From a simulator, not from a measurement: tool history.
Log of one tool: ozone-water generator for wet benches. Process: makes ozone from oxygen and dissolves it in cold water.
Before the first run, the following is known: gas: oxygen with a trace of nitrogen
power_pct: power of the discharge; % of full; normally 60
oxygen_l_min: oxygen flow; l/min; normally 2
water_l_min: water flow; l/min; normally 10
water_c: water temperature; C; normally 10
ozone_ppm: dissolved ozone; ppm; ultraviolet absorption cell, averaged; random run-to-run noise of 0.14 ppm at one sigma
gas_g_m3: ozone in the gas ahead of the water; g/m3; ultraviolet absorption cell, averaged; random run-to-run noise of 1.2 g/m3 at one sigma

{"run": 1, "hour": 0.0, "power_pct": 60, "oxygen_l_min": 2, "water_l_min": 10, "water_c": 10, "ozone_ppm": 16, "gas_g_m3": 213.6}
{"run": 2, "hour": 133.8, "power_pct": 60, "oxygen_l_min": 2, "water_l_min": 10, "water_c": 10, "ozone_ppm": 16.2, "gas_g_m3": 212.8}
{"run": 3, "hour": 245.9, "power_pct": 41, "oxygen_l_min": 2, "water_l_min": 10, "water_c": 10, "ozone_ppm": 13.1, "gas_g_m3": 171.8}
{"run": 4, "hour": 344.8, "power_pct": 41, "oxygen_l_min": 2, "water_l_min": 10, "water_c": 10, "ozone_ppm": 13.1, "gas_g_m3": 172}
{"run": 5, "hour": 471.1, "power_pct": 41, "oxygen_l_min": 2, "water_l_min": 10, "water_c": 10, "ozone_ppm": 12.9, "gas_g_m3": 171.5}
{"run": 6, "hour": 572.7, "power_pct": 41, "oxygen_l_min": 2, "water_l_min": 10, "water_c": 10, "ozone_ppm": 13.1, "gas_g_m3": 169.6}
{"run": 7, "hour": 657.7, "power_pct": 41, "oxygen_l_min": 2, "water_l_min": 10, "water_c": 10, "ozone_ppm": 13.2, "gas_g_m3": 169.3}
{"run": 8, "hour": 758.7, "power_pct": 60, "oxygen_l_min": 2, "water_l_min": 10, "water_c": 10, "ozone_ppm": 16.2, "gas_g_m3": 209}
{"run": 9, "hour": 882.1, "power_pct": 60, "oxygen_l_min": 2, "water_l_min": 11, "water_c": 10, "ozone_ppm": 14.6, "gas_g_m3": 209.1}
{"run": 10, "hour": 943.0, "power_pct": 60, "oxygen_l_min": 2, "water_l_min": 11, "water_c": 10, "ozone_ppm": 14.7, "gas_g_m3": 207.8}
{"run": 11, "hour": 1027.6, "power_pct": 60, "oxygen_l_min": 2, "water_l_min": 11, "water_c": 10, "ozone_ppm": 14.5, "gas_g_m3": 207.7}
{"run": 12, "hour": 1162.6, "power_pct": 60, "oxygen_l_min": 2, "water_l_min": 10, "water_c": 10, "ozone_ppm": 16.1, "gas_g_m3": 208.5}
{"run": 13, "hour": 1225.8, "power_pct": 60, "oxygen_l_min": 2, "water_l_min": 10, "water_c": 10, "ozone_ppm": 16, "gas_g_m3": 209.1}
{"run": 14, "hour": 1332.4, "power_pct": 60, "oxygen_l_min": 2, "water_l_min": 10, "water_c": 10, "ozone_ppm": 16.1, "gas_g_m3": 207.7}
{"run": 15, "hour": 1418.5, "power_pct": 60, "oxygen_l_min": 1.59, "water_l_min": 10, "water_c": 16, "ozone_ppm": 14.2, "gas_g_m3": 227.7}
{"run": 16, "hour": 1541.0, "power_pct": 60, "oxygen_l_min": 2.65, "water_l_min": 10, "water_c": 16, "ozone_ppm": 15.8, "gas_g_m3": 190.7}
{"run": 17, "hour": 1656.1, "power_pct": 60, "oxygen_l_min": 2.99, "water_l_min": 6, "water_c": 16, "ozone_ppm": 23.2, "gas_g_m3": 182.5}
{"run": 18, "hour": 1724.0, "power_pct": 64, "oxygen_l_min": 3.21, "water_l_min": 12, "water_c": 6, "ozone_ppm": 16.5, "gas_g_m3": 182.2}
{"run": 19, "hour": 1790.1, "power_pct": 89, "oxygen_l_min": 1.39, "water_l_min": 8, "water_c": 15, "ozone_ppm": 21.2, "gas_g_m3": 306.6}
{"run": 20, "hour": 1866.3, "power_pct": 89, "oxygen_l_min": 1.39, "water_l_min": 8, "water_c": 15, "ozone_ppm": 21.3, "gas_g_m3": 306.2}
{"run": 21, "hour": 1965.1, "power_pct": 60, "oxygen_l_min": 2, "water_l_min": 9, "water_c": 6, "ozone_ppm": 18.3, "gas_g_m3": 212.2}
{"run": 22, "hour": 2048.3, "power_pct": 60, "oxygen_l_min": 1.84, "water_l_min": 10, "water_c": 10, "ozone_ppm": 15.7, "gas_g_m3": 216.9}
{"run": 23, "hour": 2138.3, "power_pct": 44, "oxygen_l_min": 1.21, "water_l_min": 10, "water_c": 10, "ozone_ppm": 11.6, "gas_g_m3": 216.1}
{"run": 24, "hour": 2258.3, "power_pct": 51, "oxygen_l_min": 1.21, "water_l_min": 14, "water_c": 10, "ozone_ppm": 8.6, "gas_g_m3": 232.9}

Removed from this log: 1 entry logged between the listed runs. Between which two listed runs does each belong, and how does the tool's hidden state at the listed run before it compare with that at the listed run after it?
Runs 15 to 16: gauge calibrated (hour 1452.1)
  drift of the gauge itself on gas_g_m3, %: -2.88 -> -0.18
  measured value less the no-hidden-state value, gas_g_m3: -7 -> -0.5 g/m3

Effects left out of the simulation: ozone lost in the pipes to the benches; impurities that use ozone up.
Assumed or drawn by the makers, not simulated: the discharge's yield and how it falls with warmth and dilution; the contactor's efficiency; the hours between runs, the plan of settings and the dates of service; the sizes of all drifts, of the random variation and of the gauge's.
